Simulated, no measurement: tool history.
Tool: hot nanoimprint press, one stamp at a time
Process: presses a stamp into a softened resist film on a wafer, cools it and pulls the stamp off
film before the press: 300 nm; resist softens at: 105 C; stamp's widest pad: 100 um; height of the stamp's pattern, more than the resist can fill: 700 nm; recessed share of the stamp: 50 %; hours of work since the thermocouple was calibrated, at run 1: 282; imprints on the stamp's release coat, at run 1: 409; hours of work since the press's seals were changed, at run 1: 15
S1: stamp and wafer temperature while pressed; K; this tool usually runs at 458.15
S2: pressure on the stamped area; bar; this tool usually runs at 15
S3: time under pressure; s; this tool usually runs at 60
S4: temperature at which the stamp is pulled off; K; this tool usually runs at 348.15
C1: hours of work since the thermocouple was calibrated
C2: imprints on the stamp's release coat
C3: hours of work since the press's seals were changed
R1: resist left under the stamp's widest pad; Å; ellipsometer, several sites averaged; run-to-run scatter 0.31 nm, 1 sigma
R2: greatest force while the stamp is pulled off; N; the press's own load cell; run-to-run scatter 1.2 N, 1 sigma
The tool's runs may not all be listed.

{"run": 1, "hour": 0.0, "S1": 458.15, "S2": 15, "S3": 60, "S4": 348.15, "C1": 282, "C2": 409, "C3": 15, "R1": 1305, "R2": 185}
{"hour": 37.6, "done": "stamp cleaned and given a new release coat"}
{"run": 2, "hour": 42.2, "S1": 458.15, "S2": 15, "S3": 60, "S4": 348.15, "C1": 310, "C2": 28, "C3": 43, "R1": 1297, "R2": 180}
{"hour": 81.6, "done": "plate thermocouple calibrated"}
{"run": 3, "hour": 86.5, "S1": 458.15, "S2": 15, "S3": 60, "S4": 348.15, "C1": 4, "C2": 282, "C3": 75, "R1": 1298, "R2": 183}
{"run": 4, "hour": 111.3, "S1": 458.15, "S2": 15.4, "S3": 60, "S4": 348.15, "C1": 23, "C2": 434, "C3": 95, "R1": 1281, "R2": 186}
{"hour": 141.2, "done": "stamp cleaned and given a new release coat"}
{"run": 5, "hour": 144.0, "S1": 458.15, "S2": 15, "S3": 60, "S4": 348.15, "C1": 44, "C2": 16, "C3": 116, "R1": 1298, "R2": 180}
{"run": 6, "hour": 191.9, "S1": 458.15, "S2": 15, "S3": 60, "S4": 348.15, "C1": 81, "C2": 311, "C3": 153, "R1": 1295, "R2": 183}
{"hour": 245.9, "done": "stamp cleaned and given a new release coat"}
{"run": 7, "hour": 245.9, "S1": 458.15, "S2": 15, "S3": 60, "S4": 348.15, "C1": 119, "C2": 0, "C3": 190, "R1": 1298, "R2": 179}
{"run": 8, "hour": 272.5, "S1": 458.15, "S2": 15, "S3": 73, "S4": 348.15, "C1": 139, "C2": 163, "C3": 211, "R1": 1193, "R2": 180}
{"run": 9, "hour": 307.5, "S1": 458.15, "S2": 15, "S3": 33, "S4": 348.15, "C1": 167, "C2": 378, "C3": 238, "R1": 1616, "R2": 183}
{"hour": 346.8, "done": "stamp cleaned and given a new release coat"}
{"run": 10, "hour": 369.3, "S1": 458.15, "S2": 15, "S3": 33, "S4": 348.15, "C1": 210, "C2": 138, "C3": 282, "R1": 1606, "R2": 180}
{"run": 11, "hour": 412.9, "S1": 458.15, "S2": 20.3, "S3": 60, "S4": 348.15, "C1": 244, "C2": 405, "C3": 316, "R1": 1129, "R2": 181}
{"hour": 448.0, "done": "stamp cleaned and given a new release coat"}
{"run": 12, "hour": 467.1, "S1": 465.15, "S2": 15, "S3": 60, "S4": 348.15, "C1": 282, "C2": 118, "C3": 354, "R1": 992, "R2": 178}
{"run": 13, "hour": 522.4, "S1": 458.15, "S2": 15, "S3": 60, "S4": 343.15, "C1": 325, "C2": 457, "C3": 397, "R1": 1282, "R2": 205}
{"hour": 546.2, "done": "plate thermocouple calibrated"}
{"hour": 552.2, "done": "stamp cleaned and given a new release coat"}
{"run": 14, "hour": 564.6, "S1": 458.15, "S2": 15, "S3": 60, "S4": 343.15, "C1": 10, "C2": 76, "C3": 423, "R1": 1320, "R2": 203}
{"run": 15, "hour": 598.2, "S1": 458.15, "S2": 15, "S3": 60, "S4": 343.15, "C1": 36, "C2": 282, "C3": 449, "R1": 1317, "R2": 207}
{"run": 16, "hour": 629.1, "S1": 447.15, "S2": 15, "S3": 60, "S4": 336.15, "C1": 60, "C2": 472, "C3": 473, "R1": 1929, "R2": 243}
{"hour": 656.8, "done": "stamp cleaned and given a new release coat"}
{"run": 17, "hour": 682.3, "S1": 447.15, "S2": 15, "S3": 60, "S4": 336.15, "C1": 97, "C2": 157, "C3": 510, "R1": 1918, "R2": 235}
{"run": 18, "hour": 717.7, "S1": 461.15, "S2": 9.4, "S3": 113, "S4": 343.15, "C1": 124, "C2": 374, "C3": 537, "R1": 1114, "R2": 209}
{"run": 19, "hour": 743.1, "S1": 453.15, "S2": 22.5, "S3": 60, "S4": 348.15, "C1": 144, "C2": 530, "C3": 557, "R1": 1346, "R2": 184}
{"hour": 761.2, "done": "stamp cleaned and given a new release coat"}
{"run": 20, "hour": 795.0, "S1": 453.15, "S2": 22.5, "S3": 60, "S4": 348.15, "C1": 180, "C2": 208, "C3": 593, "R1": 1342, "R2": 180}
{"run": 21, "hour": 820.6, "S1": 453.15, "S2": 22.5, "S3": 38, "S4": 354.15, "C1": 200, "C2": 365, "C3": 613, "R1": 1594, "R2": 156}
{"hour": 832.3, "done": "press's hydraulic seals changed and the load cell set to zero"}
{"hour": 870.9, "done": "stamp cleaned and given a new release coat"}
{"run": 22, "hour": 883.6, "S1": 457.15, "S2": 22.5, "S3": 38, "S4": 354.15, "C1": 238, "C2": 78, "C3": 35, "R1": 1330, "R2": 152}
{"run": 23, "hour": 915.4, "S1": 457.15, "S2": 22.5, "S3": 38, "S4": 354.15, "C1": 263, "C2": 274, "C3": 60, "R1": 1337, "R2": 156}
{"run": 24, "hour": 941.2, "S1": 457.15, "S2": 22.5, "S3": 38, "S4": 354.15, "C1": 283, "C2": 432, "C3": 80, "R1": 1331, "R2": 156}
{"hour": 975.8, "done": "stamp cleaned and given a new release coat"}
{"run": 25, "hour": 998.5, "S1": 450.15, "S2": 9.1, "S3": 60, "S4": 348.15, "C1": 323, "C2": 140, "C3": 120, "R1": 2012, "R2": 178}
{"hour": 1023.2, "done": "plate thermocouple calibrated"}
{"run": 26, "hour": 1043.4, "S1": 458.15, "S2": 9.1, "S3": 60, "S4": 348.15, "C1": 16, "C2": 397, "C3": 153, "R1": 1598, "R2": 183}
{"hour": 1082.9, "done": "stamp cleaned and given a new release coat"}
{"run": 27, "hour": 1099.3, "S1": 458.15, "S2": 9.1, "S3": 60, "S4": 348.15, "C1": 55, "C2": 100, "C3": 192, "R1": 1596, "R2": 180}
{"run": 28, "hour": 1129.4, "S1": 465.15, "S2": 9.6, "S3": 60, "S4": 348.15, "C1": 78, "C2": 285, "C3": 215, "R1": 1229, "R2": 184}
{"run": 29, "hour": 1155.2, "S1": 457.15, "S2": 9.6, "S3": 48, "S4": 348.15, "C1": 98, "C2": 444, "C3": 235, "R1": 1739, "R2": 185}
{"hour": 1184.9, "done": "stamp cleaned and given a new release coat"}
{"run": 30, "hour": 1192.2, "S1": 458.15, "S2": 10.4, "S3": 70, "S4": 348.15, "C1": 122, "C2": 45, "C3": 260, "R1": 1422, "R2": 179}

Here are 3 independent what-if runs from the current tool condition. What would each one return?
{"run": "A", "hour": 1238.8, "S1": 452.15, "S2": 10.4, "S3": 45, "S4": 337.15, "C1": 159, "C2": 331, "C3": 296, "R1": "?", "R2": "?"}
{"run": "B", "hour": 1238.8, "S1": 458.15, "S2": 15, "S3": 72, "S4": 342.15, "C1": 159, "C2": 331, "C3": 296, "R1": "?", "R2": "?"}
{"run": "C", "hour": 1238.8, "S1": 458.15, "S2": 15, "S3": 53, "S4": 348.15, "C1": 159, "C2": 331, "C3": 296, "R1": "?", "R2": "?"}

run=A R1=1985 R2=235
run=B R1=1201 R2=208
run=C R1=1362 R2=185
The same runs, with their run-to-run variation unchanged, on a tool lacking any hidden condition would have given:
run=A R1=2006 R2=231
run=B R1=1214 R2=205
run=C R1=1376 R2=183

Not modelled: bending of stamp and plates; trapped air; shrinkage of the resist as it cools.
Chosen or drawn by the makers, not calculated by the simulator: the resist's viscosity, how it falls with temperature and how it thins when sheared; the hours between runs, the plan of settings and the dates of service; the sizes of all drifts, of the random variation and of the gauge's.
